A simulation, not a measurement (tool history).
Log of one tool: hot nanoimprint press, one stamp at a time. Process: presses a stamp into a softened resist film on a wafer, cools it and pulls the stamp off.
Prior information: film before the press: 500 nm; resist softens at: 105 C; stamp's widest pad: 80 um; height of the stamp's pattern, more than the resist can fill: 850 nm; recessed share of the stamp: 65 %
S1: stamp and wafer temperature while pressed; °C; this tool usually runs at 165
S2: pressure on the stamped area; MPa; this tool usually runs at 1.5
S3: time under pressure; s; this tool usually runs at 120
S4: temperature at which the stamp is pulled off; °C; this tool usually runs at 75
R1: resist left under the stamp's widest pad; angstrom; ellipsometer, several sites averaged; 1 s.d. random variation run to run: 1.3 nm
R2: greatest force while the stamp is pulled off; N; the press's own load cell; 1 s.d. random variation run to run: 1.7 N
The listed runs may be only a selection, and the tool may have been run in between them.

Run 1, hour 0: usual settings. Result: R1 2080 angstrom, R2 212 N.
Run 2, hour 26.3: usual settings. Result: R1 2109 angstrom, R2 212 N.
Run 3, hour 62.1: usual settings. Result: R1 2123 angstrom, R2 214 N.
Run 4, hour 102.1: usual settings. Result: R1 2153 angstrom, R2 215 N.
Run 5, hour 126.4: usual settings but S2 1.34 MPa. Result: R1 2202 angstrom, R2 216 N.
Run 6, hour 178.3: usual settings but S2 1.34 MPa, S4 80 °C. Result: R1 2249 angstrom, R2 216 N.
Run 7, hour 233.5: usual settings but S2 1.34 MPa, S4 80 °C. Result: R1 2284 angstrom, R2 216 N.
At hour 287.2: stamp cleaned and given a new release coat.
Run 8, hour 295: usual settings but S1 161 °C. Result: R1 2770 angstrom, R2 206 N.
Run 9, hour 320.3: usual settings but S2 1.7 MPa. Result: R1 2103 angstrom, R2 207 N.
Run 10, hour 351.9: usual settings but S2 1.7 MPa. Result: R1 2104 angstrom, R2 206 N.
Run 11, hour 379.6: usual settings but S2 1.7 MPa. Result: R1 2109 angstrom, R2 208 N.
At hour 426.7: plate thermocouple calibrated.
Run 12, hour 435.4: usual settings but S2 1.7 MPa. Result: R1 1954 angstrom, R2 209 N.
Run 13, hour 488.9: usual settings but S2 1.7 MPa. Result: R1 1948 angstrom, R2 210 N.
Run 14, hour 528.4: usual settings but S2 1.63 MPa. Result: R1 2002 angstrom, R2 210 N.
Run 15, hour 554: usual settings but S2 1.63 MPa. Result: R1 2023 angstrom, R2 211 N.
Run 16, hour 594.4: usual settings but S1 162 °C. Result: R1 2544 angstrom, R2 217 N.
Run 17, hour 631.6: usual settings but S1 157 °C, S3 157 s, S4 74 °C. Result: R1 3102 angstrom, R2 213 N.
Run 18, hour 679.4: usual settings but S1 169 °C. Result: R1 1659 angstrom, R2 215 N.
Run 19, hour 703.2: usual settings but S2 2.18 MPa, S3 190 s. Result: R1 1496 angstrom, R2 215 N.
Run 20, hour 739.3: usual settings but S1 167 °C, S2 2.22 MPa, S3 124 s, S4 68 °C. Result: R1 1576 angstrom, R2 227 N.
Run 21, hour 779: usual settings but S1 167 °C, S2 2.22 MPa, S3 124 s, S4 68 °C. Result: R1 1605 angstrom, R2 228 N.
Run 22, hour 805: usual settings but S1 167 °C, S2 2.22 MPa, S3 124 s, S4 68 °C. Result: R1 1611 angstrom, R2 227 N.
At hour 847.5: stamp cleaned and given a new release coat.
Run 23, hour 848.8: usual settings but S1 163 °C, S2 2.2 MPa, S3 89 s, S4 74 °C. Result: R1 2397 angstrom, R2 205 N.
Run 24, hour 894.2: usual settings but S2 1.55 MPa. Result: R1 2172 angstrom, R2 202 N.
Run 25, hour 947.7: usual settings but S1 174 °C, S2 1.05 MPa. Result: R1 1479 angstrom, R2 209 N.
Run 26, hour 990.1: usual settings but S1 174 °C, S2 1.05 MPa, S4 63 °C. Result: R1 1482 angstrom, R2 222 N.
Run 27, hour 1012.7: usual settings but S1 174 °C, S2 1.05 MPa, S4 63 °C. Result: R1 1482 angstrom, R2 226 N.

Predict the results of run 28:
Run 28, hour 1065.1: usual settings but S1 172 °C, S2 0.94 MPa, S4 83 °C. Result: R1 ?, R2 ?.

{"run 28": {"R1": 1766, "R2": 202}}
Had the tool carried no hidden state, the very same run would have given R1 1600 angstrom, R2 195 N.
